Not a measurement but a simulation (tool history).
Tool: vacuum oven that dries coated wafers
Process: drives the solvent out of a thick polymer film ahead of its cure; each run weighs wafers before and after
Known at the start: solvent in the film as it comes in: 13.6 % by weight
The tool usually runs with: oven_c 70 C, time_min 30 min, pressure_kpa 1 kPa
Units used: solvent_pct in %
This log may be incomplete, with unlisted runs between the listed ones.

Run 1, day 0: usual settings. Result: solvent_pct 1.35 %.
Run 2, day 4.096: usual settings. Result: solvent_pct 1.36 %.
At day 6.979: oven's thermocouples calibrated.
Run 3, day 8.688: usual settings. Result: solvent_pct 1.34 %.
Run 4, day 13.158: usual settings. Result: solvent_pct 1.43 %.
Run 5, day 17.412: usual settings. Result: solvent_pct 1.3 %.
Run 6, day 19.512: usual settings but time_min 17 min. Result: solvent_pct 2.73 %.
Run 7, day 24.35: usual settings but oven_c 61 C, time_min 17 min. Result: solvent_pct 4.66 %.
Run 8, day 27.429: usual settings. Result: solvent_pct 1.36 %.
Run 9, day 32.088: usual settings. Result: solvent_pct 1.36 %.
Run 10, day 35.354: usual settings but time_min 22 min. Result: solvent_pct 1.9 %.
Run 11, day 38.817: usual settings but time_min 22 min. Result: solvent_pct 1.86 %.
Run 12, day 43.775: usual settings but oven_c 65 C, time_min 47 min, pressure_kpa 3.62 kPa. Result: solvent_pct 4.47 %.
Run 13, day 47.425: usual settings but oven_c 65 C, time_min 47 min, pressure_kpa 3.62 kPa. Result: solvent_pct 4.4 %.
Run 14, day 50.633: usual settings but oven_c 65 C, time_min 47 min, pressure_kpa 3.62 kPa. Result: solvent_pct 4.26 %.
Run 15, day 52.692: usual settings but oven_c 65 C, time_min 47 min, pressure_kpa 3.62 kPa. Result: solvent_pct 4.49 %.
Run 16, day 57.229: usual settings but oven_c 78 C. Result: solvent_pct 0.62 %.
At day 59.396: oven's thermocouples calibrated.
Run 17, day 62.117: usual settings but oven_c 78 C. Result: solvent_pct 0.73 %.
Run 18, day 66.217: usual settings but oven_c 68 C. Result: solvent_pct 1.59 %.
Run 19, day 69.058: usual settings but time_min 22 min, pressure_kpa 0.68 kPa. Result: solvent_pct 1.67 %.
Run 20, day 72.829: usual settings but time_min 22 min, pressure_kpa 0.68 kPa. Result: solvent_pct 1.62 %.

Below are 4 alternative next runs, each starting from the tool's condition after run 20. Predict each:
Run A, day 75.183: usual settings but oven_c 77 C, time_min 22 min, pressure_kpa 0.68 kPa. Result: solvent_pct ?.
Run B, day 75.183: usual settings but oven_c 57 C, time_min 46 min. Result: solvent_pct ?.
Run C, day 75.183: usual settings but oven_c 64 C, time_min 51 min, pressure_kpa 0.85 kPa. Result: solvent_pct ?.
Run D, day 75.183: usual settings but oven_c 76 C, time_min 33 min. Result: solvent_pct ?.

run  solvent_pct
  A         0.86
  B         2.53
  C         1.21
  D         0.76
Without the tool's unlogged condition, the same runs would have read:
run  solvent_pct
  A         0.84
  B         2.49
  C         1.18
  D         0.74
